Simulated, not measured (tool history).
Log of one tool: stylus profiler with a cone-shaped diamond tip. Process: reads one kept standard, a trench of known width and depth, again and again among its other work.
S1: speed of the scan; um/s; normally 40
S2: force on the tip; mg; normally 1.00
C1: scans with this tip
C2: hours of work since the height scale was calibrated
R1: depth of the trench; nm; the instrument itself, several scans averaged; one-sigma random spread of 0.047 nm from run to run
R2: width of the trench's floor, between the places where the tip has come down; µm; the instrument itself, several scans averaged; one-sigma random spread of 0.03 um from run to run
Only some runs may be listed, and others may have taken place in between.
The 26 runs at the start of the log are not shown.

{"run": 27, "hour": 948.3, "S1": 39, "S2": 2.23, "C1": 10784, "C2": 1007, "R1": 202.85, "R2": 47.53}
{"run": 28, "hour": 980.0, "S1": 34, "S2": 2.23, "C1": 10926, "C2": 1020, "R1": 202.85, "R2": 47.65}
{"run": 29, "hour": 1017.6, "S1": 34, "S2": 2.23, "C1": 11095, "C2": 1036, "R1": 202.84, "R2": 47.59}
{"run": 30, "hour": 1038.7, "S1": 40, "S2": 0.55, "C1": 11189, "C2": 1045, "R1": 200.9, "R2": 47.46}
{"run": 31, "hour": 1084.2, "S1": 99, "S2": 0.55, "C1": 11394, "C2": 1064, "R1": 200.93, "R2": 47.11}
{"run": 32, "hour": 1125.4, "S1": 94, "S2": 0.88, "C1": 11579, "C2": 1081, "R1": 201.41, "R2": 47.34}
{"run": 33, "hour": 1173.8, "S1": 94, "S2": 0.88, "C1": 11796, "C2": 1101, "R1": 201.33, "R2": 47.27}
{"run": 34, "hour": 1222.4, "S1": 47, "S2": 1.0, "C1": 12014, "C2": 1122, "R1": 201.64, "R2": 47.51}
{"run": 35, "hour": 1260.6, "S1": 13, "S2": 1.0, "C1": 12185, "C2": 1138, "R1": 201.57, "R2": 47.6}
{"run": 36, "hour": 1302.9, "S1": 72, "S2": 2.15, "C1": 12375, "C2": 1155, "R1": 202.72, "R2": 47.41}
{"run": 37, "hour": 1347.9, "S1": 35, "S2": 1.29, "C1": 12577, "C2": 1174, "R1": 201.88, "R2": 47.47}
{"run": 38, "hour": 1372.6, "S1": 41, "S2": 0.42, "C1": 12688, "C2": 1185, "R1": 200.63, "R2": 47.41}
{"run": 39, "hour": 1419.3, "S1": 41, "S2": 0.42, "C1": 12898, "C2": 1204, "R1": 200.82, "R2": 47.37}
{"run": 40, "hour": 1444.3, "S1": 83, "S2": 1.78, "C1": 13009, "C2": 1215, "R1": 202.45, "R2": 47.4}

Predict each of these 5 candidate next runs independently; none follows another, all start after run 40:
{"run": "A", "hour": 1470.6, "S1": 127, "S2": 0.7, "C1": 13128, "C2": 1226, "R1": "?", "R2": "?"}
{"run": "B", "hour": 1470.6, "S1": 18, "S2": 0.45, "C1": 13128, "C2": 1226, "R1": "?", "R2": "?"}
{"run": "C", "hour": 1470.6, "S1": 20, "S2": 0.52, "C1": 13128, "C2": 1226, "R1": "?", "R2": "?"}
{"run": "D", "hour": 1470.6, "S1": 83, "S2": 0.92, "C1": 13128, "C2": 1226, "R1": "?", "R2": "?"}
{"run": "E", "hour": 1470.6, "S1": 50, "S2": 0.48, "C1": 13128, "C2": 1226, "R1": "?", "R2": "?"}

run=A R1=201.06 R2=46.97
run=B R1=200.71 R2=47.52
run=C R1=200.93 R2=47.45
run=D R1=201.41 R2=47.29
run=E R1=200.87 R2=47.29
Take away the tool's hidden state, keep each run's random variation, and the runs would have read:
run=A R1=201.39 R2=47.64
run=B R1=201.04 R2=48.18
run=C R1=201.26 R2=48.11
run=D R1=201.74 R2=47.95
run=E R1=201.20 R2=47.95
